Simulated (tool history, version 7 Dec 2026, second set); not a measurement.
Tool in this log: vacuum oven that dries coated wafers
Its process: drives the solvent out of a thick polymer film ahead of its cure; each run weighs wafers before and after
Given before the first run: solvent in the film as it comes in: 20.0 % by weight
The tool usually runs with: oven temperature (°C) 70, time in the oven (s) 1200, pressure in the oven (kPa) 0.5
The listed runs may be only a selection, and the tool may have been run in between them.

run,hour,oven temperature (°C),time in the oven (s),pressure in the oven (kPa),solvent left in the film (%)
1,0,70,1200,0.5,0.96
2,16.5,70,1200,0.5,0.96
3,29.8,73,1200,0.5,0.64
4,45,70,1200,0.5,1.02
5,65.3,70,1200,0.5,0.94
6,76.4,70,1440,0.5,0.63
7,84.6,70,1440,0.492,0.64
8,99,61,1440,0.492,1.91
9,109.5,56,1440,0.492,3.12
10,122.6,56,1440,0.492,3.14
11,134.4,70,1860,0.5,0.36
12,146.6,70,1860,0.5,0.31
13,162.3,70,1200,0.5,0.99
14,172,70,1200,0.5,0.96
15,190,70,1200,0.5,0.97
16,208.7,70,1200,0.5,0.97
17,220.9,68,1200,0.5,1.23
18,231.5,70,600,0.5,3.7
19,245,70,600,0.5,3.76
20,265.3,70,720,0.5,2.82
21,285.6,70,720,0.5,2.76
22,303.7,65,1200,0.5,1.77
23,317.8,65,1200,0.5,1.81
24,337.6,70,1200,0.562,0.98
25,354.7,59,1200,0.977,3.47
26,372.9,58,840,1.227,5.9
27,385.6,66,1200,0.5,1.61
28,397.2,70,1200,1.319,1.26
29,416.6,70,1200,1.319,1.28
30,434.8,55,1200,1.642,5.17
31,445.7,68,1200,0.449,1.21
32,457.6,81,1200,0.283,0.17
33,469.6,60,1200,1.463,3.49
34,489.1,60,1200,0.915,3.17
35,503.2,70,1260,0.5,0.86
36,517.4,70,720,0.5,2.78
37,528.5,70,1020,0.5,1.42
38,543.6,78,660,1.437,1.71
39,552.9,74,1260,0.5,0.5
40,563.1,57,1140,1.159,4.45
41,580.8,73,600,0.478,2.93
42,599.2,73,600,0.478,2.88
43,617.5,70,1500,0.409,0.54
44,632.1,70,1500,0.409,0.53
45,650.2,60,1200,1.249,3.37
46,659.7,59,1260,1.249,3.4

Branching from run 46: 4 alternative next runs. What would each branch give?
A,668.4,70,1020,0.5,?
B,668.4,56,1260,0.301,?
C,668.4,70,1200,1.598,?
D,668.4,71,600,0.687,?

run,solvent left in the film (%)
A,1.39
B,3.72
C,1.41
D,3.55
What these runs would have given with no unlogged condition in the tool:
run,solvent left in the film (%)
A,1.4
B,3.74
C,1.42
D,3.56
